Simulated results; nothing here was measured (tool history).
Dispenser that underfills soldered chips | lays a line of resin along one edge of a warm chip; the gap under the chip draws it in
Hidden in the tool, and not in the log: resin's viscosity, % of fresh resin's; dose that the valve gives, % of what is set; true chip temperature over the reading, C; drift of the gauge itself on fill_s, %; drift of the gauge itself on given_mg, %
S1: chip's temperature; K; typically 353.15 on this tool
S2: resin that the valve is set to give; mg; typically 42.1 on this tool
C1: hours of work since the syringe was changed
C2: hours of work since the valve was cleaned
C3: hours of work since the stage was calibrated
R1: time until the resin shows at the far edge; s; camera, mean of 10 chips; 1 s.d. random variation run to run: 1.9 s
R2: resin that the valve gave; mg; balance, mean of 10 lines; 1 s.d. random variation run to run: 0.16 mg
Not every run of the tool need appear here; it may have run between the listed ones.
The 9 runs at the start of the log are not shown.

run  hour      S1    S2  C1  C2   C3     R1     R2
     31.4  -- new syringe of resin
 10  31.7  353.15  47.3   0  57  149  181.3  46.27
 11  34.3  353.15  47.3   2  59  151  191.6  46.33
 12  38.6  353.15  47.3   6  62  154  214.1   46.5
 13    42  353.15  42.1   8  64  157  235.4  41.34
     46.4  -- new syringe of resin
 14  46.7  339.15  42.1   0  68  160  316.7  41.67
 15  51.5  362.15  42.1   4  72  164  151.6  41.24
 16  54.9  353.15    51   7  74  166  221.4  49.71
 17  59.2  353.15    51  10  77  170  251.8   49.5
     61.5  -- new syringe of resin
 18  62.2  353.15    51   1  80  172  185.9  50.04
 19  65.1  353.15    51   3  82  174  199.1  49.85

The next listed run, before its measurement:
 20  68.5  338.15  48.8   5  84  177   ?   ?

R1: 389.7 s
R2: 47.23 mg
Minus the tool's unlogged condition, the same run would have read R1 334.6 s, R2 48.52 mg.
